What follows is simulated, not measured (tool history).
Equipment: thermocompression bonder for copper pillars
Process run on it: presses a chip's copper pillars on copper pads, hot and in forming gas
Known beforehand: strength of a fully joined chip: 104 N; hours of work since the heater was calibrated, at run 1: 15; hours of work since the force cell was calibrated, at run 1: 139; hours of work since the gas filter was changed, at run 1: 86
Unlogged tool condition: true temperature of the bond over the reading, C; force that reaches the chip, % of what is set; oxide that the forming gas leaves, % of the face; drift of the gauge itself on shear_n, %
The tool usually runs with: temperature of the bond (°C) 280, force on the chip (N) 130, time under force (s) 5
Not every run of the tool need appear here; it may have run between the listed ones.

run   hour  temperature of the bond (°C)  force on the chip (N)  time under force (s)  hours of work since the heater was calibrated  hours of work since the force cell was calibrated  hours of work since the gas filter was changed  force that shears a chip off (N)
  1    0.0                           280                    130                     5                                             15                                                139                                              86                              58.9
  2   13.2                           280                    130                     5                                             22                                                146                                              94                              59.0
  3   29.5                           280                    130                     5                                             32                                                156                                             103                              59.3
  4   49.4                           280                    130                     5                                             43                                                167                                             114                              58.9
  5   72.1                           280                    130                     5                                             56                                                180                                             127                              59.6
  6   87.2                           280                    130                     5                                             64                                                188                                             136                              57.8
  7  103.6                           280                    130                     5                                             74                                                198                                             145                              60.0
  8  116.1                           280                    130                     5                                             81                                                205                                             152                              58.5
     134.4  -- forming gas filter changed
  9  137.9                           280                    130                     5                                             93                                                217                                               2                              59.2
 10  156.2                           280                    130                     5                                            103                                                227                                              12                              58.3
 11  172.9                           280                    130                     5                                            113                                                237                                              22                              59.9
 12  191.3                           280                    130                     5                                            123                                                247                                              32                              57.8
 13  205.0                           280                    130                     5                                            131                                                255                                              40                              59.3
 14  220.6                           280                    130                     5                                            140                                                264                                              49                              59.2
 15  232.5                           280                    130                     5                                            147                                                271                                              56                              59.4
 16  242.2                           280                    130                     5                                            152                                                276                                              61                              58.4
 17  258.9                           280                    130                     5                                            162                                                286                                              71                              59.4
 18  272.8                           253                    130                    15                                            170                                                293                                              79                              56.4
 19  286.4                           268                    130                    10                                            177                                                301                                              86                              62.8
 20  299.0                           301                     95                     4                                            184                                                308                                              93                              59.1
 21  315.8                           295                     95                    12                                            194                                                318                                             103                              76.6
 22  335.5                           300                    104                     3                                            205                                                329                                             114                              56.4

Run 23, settings as shown, results not yet in. Your forecast:
 23  349.9                           294                    136                     5                                            213                                                337                                             122                                 ?

{"run 23": {"force that shears a chip off (N)": 70.4}}
With the hidden condition absent and the run-to-run variation left alone, this run would have shown force that shears a chip off (N) 70.4.
